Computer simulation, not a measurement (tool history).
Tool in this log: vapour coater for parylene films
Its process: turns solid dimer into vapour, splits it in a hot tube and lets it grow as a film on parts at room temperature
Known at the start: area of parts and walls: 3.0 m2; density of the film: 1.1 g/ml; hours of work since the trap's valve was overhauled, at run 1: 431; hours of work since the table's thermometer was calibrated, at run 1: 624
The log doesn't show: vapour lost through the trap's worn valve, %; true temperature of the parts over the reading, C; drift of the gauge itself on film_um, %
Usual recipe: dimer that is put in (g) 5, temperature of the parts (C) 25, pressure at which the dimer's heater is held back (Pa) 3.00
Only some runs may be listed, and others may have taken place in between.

run	hour	dimer that is put in (g)	temperature of the parts (C)	pressure at which the dimer's heater is held back (Pa)	hours of work since the trap's valve was overhauled	hours of work since the table's thermometer was calibrated	thickness of the film (nm)
1	0.0	5	25	3.00	431	624	860
2	12.9	5	25	3.00	439	632	860
3	26.4	5	25	3.00	448	641	870
4	47.0	5	25	3.00	460	654	870
5	68.0	5	32	3.00	473	666	650
6	97.0	5	32	3.00	491	684	600
7	111.0	5	32	3.00	500	693	620
8	129.9	5	32	3.00	512	705	640
9	147.8	5	32	3.00	523	716	630
10	173.7	3	32	6.47	539	732	310
11	186.1	2	17	2.75	546	740	480
12	205.2	5	26	2.81	558	751	820
13	229.1	5	26	4.47	573	766	740
14	249.1	5	26	4.47	585	779	720
15	266.5	8	30	3.00	596	789	1070
# hour 288.7: trap's valve overhauled
16	297.3	4	20	2.29	5	806	990
17	317.0	8	21	3.50	18	818	1770
18	332.2	5	25	4.45	27	828	880

Difference, measured minus no-hidden-state, one row per run. Run-to-run variation is common to both terms; the gauge's own scatter need not be:
run	thickness of the film (nm)
1	-100
2	-100
3	-100
4	-110
5	-80
6	-90
7	-80
8	-90
9	-90
10	-50
11	-80
12	-120
13	-120
14	-120
15	-170
16	+10
17	+0
18	+0

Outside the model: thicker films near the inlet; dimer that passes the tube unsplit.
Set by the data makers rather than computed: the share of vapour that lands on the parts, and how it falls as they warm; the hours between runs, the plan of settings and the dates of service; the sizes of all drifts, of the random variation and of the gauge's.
